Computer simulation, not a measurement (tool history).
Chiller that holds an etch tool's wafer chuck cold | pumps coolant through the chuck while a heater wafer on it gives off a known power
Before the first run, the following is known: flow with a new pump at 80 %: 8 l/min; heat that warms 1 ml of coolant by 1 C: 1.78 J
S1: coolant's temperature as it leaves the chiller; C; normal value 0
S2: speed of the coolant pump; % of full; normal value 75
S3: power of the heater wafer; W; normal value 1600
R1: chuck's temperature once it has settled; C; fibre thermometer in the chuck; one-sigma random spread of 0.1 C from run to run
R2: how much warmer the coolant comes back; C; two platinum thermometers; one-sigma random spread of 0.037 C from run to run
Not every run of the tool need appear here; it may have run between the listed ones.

run 1 day=0 | S1=0 S2=75 S3=1600 | R1=13.6 R2=7.41
run 2 day=2.025 | S1=0 S2=75 S3=1600 | R1=13.4 R2=7.49
run 3 day=3.4 | S1=6 S2=75 S3=1600 | R1=19.4 R2=7.39
run 4 day=5.046 | S1=6 S2=75 S3=1600 | R1=19.6 R2=7.47
run 5 day=6.121 | S1=6 S2=75 S3=1600 | R1=19.6 R2=7.39
run 6 day=8.188 | S1=0 S2=75 S3=2375 | R1=19.8 R2=10.97
run 7 day=9.396 | S1=0 S2=75 S3=1600 | R1=13.5 R2=7.48
run 8 day=10.617 | S1=0 S2=75 S3=1805 | R1=15.2 R2=8.47
run 9 day=11.671 | S1=0 S2=75 S3=1805 | R1=15.5 R2=8.47
run 10 day=13.033 | S1=0 S2=75 S3=1600 | R1=13.5 R2=7.49
run 11 day=14.812 | S1=0 S2=75 S3=1600 | R1=13.7 R2=7.5
run 12 day=16.6 | S1=0 S2=75 S3=1600 | R1=13.6 R2=7.51
run 13 day=17.729 | S1=0 S2=67 S3=1600 | R1=15 R2=8.44
run 14 day=19.296 | S1=0 S2=67 S3=1600 | R1=14.9 R2=8.44
run 15 day=20.304 | S1=0 S2=67 S3=1751 | R1=16.3 R2=9.24
run 16 day=22.208 | S1=0 S2=67 S3=1751 | R1=16.2 R2=9.26
run 17 day=23.792 | S1=0 S2=71 S3=1600 | R1=14.5 R2=8
run 18 day=25.979 | S1=0 S2=71 S3=1600 | R1=14.4 R2=7.92
run 19 day=27.012 | S1=-1 S2=71 S3=2268 | R1=19.4 R2=11.26

Predict the results of run 20:
run 20 day=28.3 | S1=-1 S2=86 S3=2268 | R1=? R2=?

{"run 20": {"R1": 16.6, "R2": 9.1}}
Had the tool carried no hidden state, the very same run would have given R1 14.1 C, R2 8.74 C.

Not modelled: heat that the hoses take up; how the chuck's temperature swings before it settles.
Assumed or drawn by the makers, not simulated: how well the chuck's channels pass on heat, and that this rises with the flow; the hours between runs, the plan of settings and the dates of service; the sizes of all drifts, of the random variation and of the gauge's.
